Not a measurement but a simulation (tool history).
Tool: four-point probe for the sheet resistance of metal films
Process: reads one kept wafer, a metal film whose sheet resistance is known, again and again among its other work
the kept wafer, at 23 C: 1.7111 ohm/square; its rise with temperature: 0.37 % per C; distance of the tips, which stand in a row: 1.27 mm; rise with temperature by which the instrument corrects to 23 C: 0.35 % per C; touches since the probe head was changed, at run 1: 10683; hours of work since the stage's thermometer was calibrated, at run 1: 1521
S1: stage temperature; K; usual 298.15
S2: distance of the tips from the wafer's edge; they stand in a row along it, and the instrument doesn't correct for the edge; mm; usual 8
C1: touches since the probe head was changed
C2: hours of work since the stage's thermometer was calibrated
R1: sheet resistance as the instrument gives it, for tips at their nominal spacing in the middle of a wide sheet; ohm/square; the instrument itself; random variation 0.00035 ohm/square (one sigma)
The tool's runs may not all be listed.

Run 1, hour 0.0: usual settings; C1 10683; C2 1521. Result: R1 1.731863 ohm/square.
Run 2, hour 12.5: usual settings but S1 304.15 K; C1 11197; C2 1531. Result: R1 1.734109 ohm/square.
Run 3, hour 23.6: usual settings; C1 11652; C2 1540. Result: R1 1.731989 ohm/square.
Run 4, hour 37.1: usual settings; C1 12208; C2 1550. Result: R1 1.732786 ohm/square.
Run 5, hour 51.4: usual settings but S2 4 mm; C1 12792; C2 1561. Result: R1 1.797654 ohm/square.
Run 6, hour 66.8: usual settings but S2 4 mm; C1 13425; C2 1573. Result: R1 1.797134 ohm/square.
Run 7, hour 79.6: usual settings but S2 4 mm; C1 13950; C2 1583. Result: R1 1.797739 ohm/square.
Run 8, hour 88.1: usual settings but S2 4 mm; C1 14301; C2 1590. Result: R1 1.797549 ohm/square.
At hour 93.4: stage's thermometer calibrated.
Run 9, hour 99.0: usual settings but S2 4 mm; C1 14728; C2 4. Result: R1 1.799741 ohm/square.
Run 10, hour 111.7: usual settings but S2 4 mm; C1 15249; C2 14. Result: R1 1.799572 ohm/square.
Run 11, hour 121.7: usual settings but S2 4 mm; C1 15659; C2 22. Result: R1 1.800217 ohm/square.
Run 12, hour 129.3: usual settings but S2 4 mm; C1 15970; C2 28. Result: R1 1.800037 ohm/square.
Run 13, hour 141.4: usual settings but S1 296.15 K, S2 4 mm; C1 16471; C2 37. Result: R1 1.799176 ohm/square.
Run 14, hour 157.2: usual settings but S1 296.15 K, S2 4 mm; C1 17118; C2 50. Result: R1 1.799399 ohm/square.
Run 15, hour 167.3: usual settings but S1 296.15 K, S2 4 mm; C1 17530; C2 57. Result: R1 1.799359 ohm/square.
Run 16, hour 177.9: usual settings but S1 296.15 K, S2 4 mm; C1 17966; C2 66. Result: R1 1.799107 ohm/square.
Run 17, hour 188.4: usual settings but S1 296.15 K, S2 4 mm; C1 18398; C2 74. Result: R1 1.799132 ohm/square.
Run 18, hour 199.5: usual settings but S1 296.15 K, S2 4 mm; C1 18854; C2 82. Result: R1 1.799624 ohm/square.
Run 19, hour 214.8: usual settings but S1 296.15 K, S2 65 mm; C1 19483; C2 94. Result: R1 1.711998 ohm/square.
Run 20, hour 227.7: usual settings but S1 296.15 K, S2 65 mm; C1 20011; C2 104. Result: R1 1.712146 ohm/square.
Run 21, hour 243.3: usual settings but S1 305.15 K, S2 27 mm; C1 20651; C2 116. Result: R1 1.715990 ohm/square.
Run 22, hour 259.5: usual settings but S1 296.15 K, S2 27 mm; C1 21318; C2 129. Result: R1 1.714044 ohm/square.
Run 23, hour 266.9: usual settings but S1 295.15 K, S2 32 mm; C1 21623; C2 135. Result: R1 1.712825 ohm/square.
Run 24, hour 279.4: usual settings but S1 295.15 K, S2 9 mm; C1 22135; C2 144. Result: R1 1.729494 ohm/square.
Run 25, hour 291.5: usual settings but S1 295.15 K, S2 9 mm; C1 22634; C2 154. Result: R1 1.729555 ohm/square.
Run 26, hour 300.2: usual settings but S1 292.15 K; C1 22991; C2 161. Result: R1 1.733446 ohm/square.
Run 27, hour 312.8: usual settings but S1 302.15 K, S2 7 mm; C1 23508; C2 170. Result: R1 1.743876 ohm/square.
Run 28, hour 322.7: usual settings but S1 296.15 K, S2 29 mm; C1 23911; C2 178. Result: R1 1.714350 ohm/square.
Run 29, hour 339.3: usual settings but S1 296.15 K, S2 7 mm; C1 24596; C2 191. Result: R1 1.742191 ohm/square.
Run 30, hour 348.8: usual settings but S1 302.15 K, S2 9 mm; C1 24984; C2 198. Result: R1 1.732108 ohm/square.
Run 31, hour 362.4: usual settings but S1 302.15 K, S2 9 mm; C1 25543; C2 209. Result: R1 1.732000 ohm/square.
Run 32, hour 377.8: usual settings but S1 292.15 K, S2 9 mm; C1 26174; C2 221. Result: R1 1.729936 ohm/square.
Run 33, hour 387.1: usual settings but S1 293.15 K, S2 16 mm; C1 26555; C2 228. Result: R1 1.717256 ohm/square.

Forecast each of these 5 alternatives for the next run:
Run A, hour 400.3: usual settings but S1 293.15 K, S2 22 mm; C1 27100; C2 238. Result: R1 ?.
Run B, hour 400.3: usual settings but S2 27 mm; C1 27100; C2 238. Result: R1 ?.
Run C, hour 400.3: usual settings but S1 293.15 K, S2 28 mm; C1 27100; C2 238. Result: R1 ?.
Run D, hour 400.3: usual settings but S1 292.15 K; C1 27100; C2 238. Result: R1 ?.
Run E, hour 400.3: usual settings but S1 293.15 K, S2 7 mm; C1 27100; C2 238. Result: R1 ?.

run        R1
  A  1.714221
  B  1.715107
  C  1.713303
  D  1.734081
  E  1.741331
Without the tool's hidden state the same runs would have given:
run        R1
  A  1.713054
  B  1.713932
  C  1.712136
  D  1.732902
  E  1.740147

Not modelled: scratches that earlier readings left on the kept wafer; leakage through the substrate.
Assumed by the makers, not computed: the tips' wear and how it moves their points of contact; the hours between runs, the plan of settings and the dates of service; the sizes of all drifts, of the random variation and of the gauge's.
